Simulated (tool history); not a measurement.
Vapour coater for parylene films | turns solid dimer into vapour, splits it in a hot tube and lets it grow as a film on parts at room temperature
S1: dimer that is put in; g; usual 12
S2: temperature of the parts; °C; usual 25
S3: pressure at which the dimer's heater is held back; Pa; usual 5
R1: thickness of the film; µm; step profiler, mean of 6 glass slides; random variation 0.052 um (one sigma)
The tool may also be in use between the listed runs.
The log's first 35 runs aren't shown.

| run | hour | S1 | S2 | S3 | R1 |
|---|---|---|---|---|---|
| 36 | 698.2 | 10 | 25 | 5 | 5.07 |
| 37 | 717.4 | 22 | 18 | 2.77 | 16.32 |
| 38 | 743.6 | 22 | 18 | 2.77 | 16.17 |
| 39 | 766 | 17 | 21 | 11.84 | 8.64 |
| 40 | 785.2 | 17 | 18 | 5.52 | 11.14 |
| 41 | 808.7 | 14 | 20 | 5.52 | 8.32 |
| 42 | 836.5 | 14 | 27 | 5.52 | 6.29 |
| 43 | 862.7 | 14 | 27 | 5.52 | 6.25 |
| 44 | 881.8 | 5 | 27 | 5.52 | 2.24 |
| 45 | 898.1 | 5 | 27 | 5.52 | 2.2 |
| 46 | 926.9 | 22 | 24 | 5 | 11.3 |
| 47 | 949.7 | 8 | 23 | 5 | 4.26 |

Forecast each of these 3 alternatives for the next run:
| A | 972.3 | 8 | 23 | 3.45 | ? |
| B | 972.3 | 5 | 23 | 5 | ? |
| C | 972.3 | 6 | 24 | 2.58 | ? |

| run | R1 |
|---|---|
| A | 4.58 |
| B | 2.64 |
| C | 3.42 |
Without the tool's hidden state the same runs would have given:
| run | R1 |
|---|---|
| A | 4.68 |
| B | 2.7 |
| C | 3.5 |
